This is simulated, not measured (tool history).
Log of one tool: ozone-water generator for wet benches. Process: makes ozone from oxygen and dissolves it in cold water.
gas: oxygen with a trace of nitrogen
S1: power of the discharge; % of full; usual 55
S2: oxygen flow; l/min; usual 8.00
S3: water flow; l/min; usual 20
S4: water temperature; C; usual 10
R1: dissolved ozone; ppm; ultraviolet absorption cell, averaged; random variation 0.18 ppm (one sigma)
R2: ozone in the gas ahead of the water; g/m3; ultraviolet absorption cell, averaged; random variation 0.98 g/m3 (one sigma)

run 1 day=0.000 | S1=55 S2=8.00 S3=20 S4=10 | R1=25.0 R2=168.8
run 2 day=0.862 | S1=55 S2=8.00 S3=20 S4=10 | R1=25.3 R2=169.7
run 3 day=2.000 | S1=47 S2=8.00 S3=20 S4=10 | R1=23.3 R2=155.2
run 4 day=2.908 | S1=47 S2=8.00 S3=20 S4=10 | R1=23.1 R2=155.7
run 5 day=3.758 | S1=47 S2=8.00 S3=20 S4=10 | R1=23.2 R2=155.5
run 6 day=4.362 | S1=47 S2=8.00 S3=20 S4=10 | R1=23.1 R2=154.7
run 7 day=5.708 | S1=55 S2=8.00 S3=20 S4=10 | R1=25.3 R2=168.5
run 8 day=6.875 | S1=55 S2=8.00 S3=20 S4=10 | R1=25.4 R2=168.1
run 9 day=7.875 | S1=55 S2=8.00 S3=20 S4=10 | R1=25.0 R2=166.9
run 10 day=9.092 | S1=55 S2=8.00 S3=20 S4=10 | R1=25.6 R2=166.3
run 11 day=9.646 | S1=98 S2=6.01 S3=26 S4=8 | R1=27.6 R2=256.2
run 12 day=10.771 | S1=98 S2=6.01 S3=26 S4=8 | R1=27.7 R2=252.8
run 13 day=11.538 | S1=98 S2=6.01 S3=26 S4=8 | R1=27.7 R2=255.6
run 14 day=12.233 | S1=98 S2=6.01 S3=26 S4=8 | R1=27.5 R2=252.6
run 15 day=13.225 | S1=66 S2=13.26 S3=17 S4=13 | R1=28.7 R2=145.7
run 16 day=14.196 | S1=66 S2=13.26 S3=17 S4=7 | R1=32.1 R2=147.2

3 ways to go on from here, each from the tool as it stands after run 16. What would each give?
run A day=15.046 | S1=51 S2=13.26 S3=30 S4=5 | R1=? R2=?
run B day=15.046 | S1=79 S2=13.26 S3=14 S4=15 | R1=? R2=?
run C day=15.046 | S1=46 S2=13.26 S3=28 S4=10 | R1=? R2=?

run=A R1=20.1 R2=128.0
run=B R1=32.6 R2=159.3
run=C R1=18.7 R2=120.5
Without the tool's hidden state the same runs would have given:
run=A R1=20.2 R2=130.4
run=B R1=32.7 R2=162.2
run=C R1=18.7 R2=122.7
